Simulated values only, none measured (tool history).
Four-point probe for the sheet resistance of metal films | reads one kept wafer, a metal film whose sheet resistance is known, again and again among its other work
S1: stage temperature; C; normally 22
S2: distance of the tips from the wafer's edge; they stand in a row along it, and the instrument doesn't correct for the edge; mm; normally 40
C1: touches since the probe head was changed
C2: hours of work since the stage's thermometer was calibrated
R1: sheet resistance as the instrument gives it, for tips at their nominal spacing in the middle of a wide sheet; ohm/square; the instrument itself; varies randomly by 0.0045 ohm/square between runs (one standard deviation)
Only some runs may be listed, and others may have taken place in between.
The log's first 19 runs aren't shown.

run	hour	S1	S2	C1	C2	R1
20	394.9	18	40	54747	666	22.560261
21	409.1	20	4	55289	673	23.307391
22	424.5	25	4	55879	681	23.367896
23	444.1	25	4	56632	691	23.367588
24	457.5	25	4	57143	697	23.359466
25	473.9	23	4	57772	705	23.333891
26	499.7	23	4	58760	718	23.338157
27	523.5	22	22	59672	730	22.612501
28	539.7	28	8	60290	738	22.834827
29	556.3	28	8	60926	746	22.840684
30	574.4	34	4	61621	755	23.443724
31	596.2	34	4	62456	766	23.441244
32	620.5	34	4	63388	778	23.440362
33	643.9	32	10	64281	790	22.802001
34	660.8	32	10	64931	798	22.792473
# hour 679.7: new probe head fitted
35	681.5	32	10	70	808	22.886519

Each row is a separate what-if for the run after 35, all from the same tool condition, not one after another. Results?
A	695.2	27	3	593	815	?
B	695.2	34	12	593	815	?
C	695.2	22	40	593	815	?
D	695.2	21	6	593	815	?
E	695.2	21	5	593	815	?

run	R1
A	23.99674
B	22.868248
C	22.669702
D	22.986681
E	23.130701
Stripped of hidden state, with their random variation kept, the same runs would have yielded:
run	R1
A	24.055464
B	22.924786
C	22.725286
D	23.042923
E	23.18726
